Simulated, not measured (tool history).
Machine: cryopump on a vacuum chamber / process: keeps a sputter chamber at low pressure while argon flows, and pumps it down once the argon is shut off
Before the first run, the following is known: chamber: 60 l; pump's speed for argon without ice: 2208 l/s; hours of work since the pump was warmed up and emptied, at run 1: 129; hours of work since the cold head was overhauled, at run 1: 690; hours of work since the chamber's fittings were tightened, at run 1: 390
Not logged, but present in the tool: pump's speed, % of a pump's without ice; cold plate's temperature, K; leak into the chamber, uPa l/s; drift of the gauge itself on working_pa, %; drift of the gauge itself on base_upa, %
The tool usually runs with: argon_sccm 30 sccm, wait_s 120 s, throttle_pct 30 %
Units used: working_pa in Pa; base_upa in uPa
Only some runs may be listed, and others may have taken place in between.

| run | hour | argon_sccm | wait_s | throttle_pct | hours of work since the pump was warmed up and emptied | hours of work since the cold head was overhauled | hours of work since the chamber's fittings were tightened | working_pa | base_upa |
|---|---|---|---|---|---|---|---|---|---|
| 1 | 0.0 | 30 | 120 | 30 | 129 | 690 | 390 | 0.0774 | 0.52 |
| 2 | 49.0 | 30 | 120 | 30 | 169 | 730 | 430 | 0.0787 | 0.49 |
| 3 | 94.0 | 30 | 120 | 45 | 205 | 767 | 467 | 0.0530 | 0.57 |
| 4 | 151.5 | 30 | 120 | 52 | 252 | 814 | 514 | 0.0463 | 0.54 |
| 5 | 195.8 | 30 | 120 | 30 | 288 | 850 | 550 | 0.0788 | 0.60 |
| 6 | 244.3 | 30 | 24 | 30 | 328 | 889 | 589 | 0.0800 | 1.40 |
| 7 | 285.9 | 30 | 120 | 30 | 362 | 923 | 623 | 0.0810 | 0.60 |
| 8 | 322.1 | 30 | 120 | 44 | 391 | 953 | 653 | 0.0562 | 0.64 |
| 9 | 365.6 | 30 | 120 | 44 | 427 | 988 | 688 | 0.0563 | 0.61 |
| 10 | 421.5 | 30 | 84 | 30 | 472 | 1034 | 734 | 0.0814 | 0.76 |
| 11 | 473.4 | 30 | 252 | 30 | 515 | 1076 | 776 | 0.0816 | 0.56 |
| 12 | 500.6 | 30 | 252 | 30 | 537 | 1098 | 798 | 0.0817 | 0.59 |
|  | 516.0 | pump warmed up, emptied and cooled again |
| 13 | 562.1 | 30 | 252 | 30 | 38 | 1144 | 844 | 0.0781 | 0.47 |
| 14 | 592.4 | 30 | 252 | 30 | 62 | 1169 | 869 | 0.0762 | 0.53 |
| 15 | 620.0 | 30 | 252 | 30 | 85 | 1191 | 891 | 0.0770 | 0.54 |
| 16 | 666.7 | 30 | 252 | 30 | 123 | 1230 | 930 | 0.0790 | 0.55 |
| 17 | 720.9 | 33 | 141 | 47 | 167 | 1274 | 974 | 0.0559 | 0.65 |
| 18 | 749.2 | 36 | 120 | 30 | 190 | 1297 | 997 | 0.0932 | 0.71 |
| 19 | 783.8 | 30 | 32 | 57 | 218 | 1325 | 1025 | 0.0425 | 1.28 |
| 20 | 844.0 | 30 | 32 | 57 | 267 | 1374 | 1074 | 0.0433 | 1.31 |
| 21 | 869.7 | 38 | 120 | 45 | 288 | 1395 | 1095 | 0.0682 | 0.78 |
| 22 | 908.6 | 30 | 40 | 30 | 320 | 1427 | 1127 | 0.0797 | 1.19 |
| 23 | 959.4 | 36 | 65 | 30 | 361 | 1468 | 1168 | 0.0967 | 0.94 |
| 24 | 1009.8 | 36 | 65 | 30 | 402 | 1509 | 1209 | 0.0962 | 0.98 |
| 25 | 1040.8 | 36 | 65 | 30 | 428 | 1534 | 1234 | 0.0973 | 0.98 |
| 26 | 1085.5 | 12 | 120 | 16 | 464 | 1571 | 1271 | 0.0591 | 0.79 |
| 27 | 1133.8 | 12 | 222 | 53 | 503 | 1610 | 1310 | 0.0199 | 0.76 |
| 28 | 1169.9 | 12 | 222 | 53 | 533 | 1639 | 1339 | 0.0194 | 0.81 |
|  | 1185.7 | pump warmed up, emptied and cooled again |
| 29 | 1211.4 | 14 | 183 | 53 | 21 | 1669 | 1369 | 0.0214 | 0.72 |
| 30 | 1244.9 | 14 | 183 | 53 | 48 | 1696 | 1397 | 0.0210 | 0.74 |

Branching from run 30: 5 alternative next runs. What would each branch give?
| A | 1304.2 | 50 | 54 | 22 | 97 | 1745 | 1445 | ? | ? |
| B | 1304.2 | 30 | 69 | 16 | 97 | 1745 | 1445 | ? | ? |
| C | 1304.2 | 34 | 120 | 40 | 97 | 1745 | 1445 | ? | ? |
| D | 1304.2 | 30 | 30 | 30 | 97 | 1745 | 1445 | ? | ? |
| E | 1304.2 | 52 | 150 | 24 | 97 | 1745 | 1445 | ? | ? |

| run | working_pa | base_upa |
|---|---|---|
| A | 0.1765 | 1.05 |
| B | 0.1451 | 0.92 |
| C | 0.0674 | 0.83 |
| D | 0.0778 | 1.42 |
| E | 0.1687 | 0.79 |
Had the tool no hidden state, the same runs would have come out as:
| run | working_pa | base_upa |
|---|---|---|
| A | 0.1738 | 0.58 |
| B | 0.1435 | 0.44 |
| C | 0.0655 | 0.36 |
| D | 0.0762 | 0.95 |
| E | 0.1658 | 0.32 |

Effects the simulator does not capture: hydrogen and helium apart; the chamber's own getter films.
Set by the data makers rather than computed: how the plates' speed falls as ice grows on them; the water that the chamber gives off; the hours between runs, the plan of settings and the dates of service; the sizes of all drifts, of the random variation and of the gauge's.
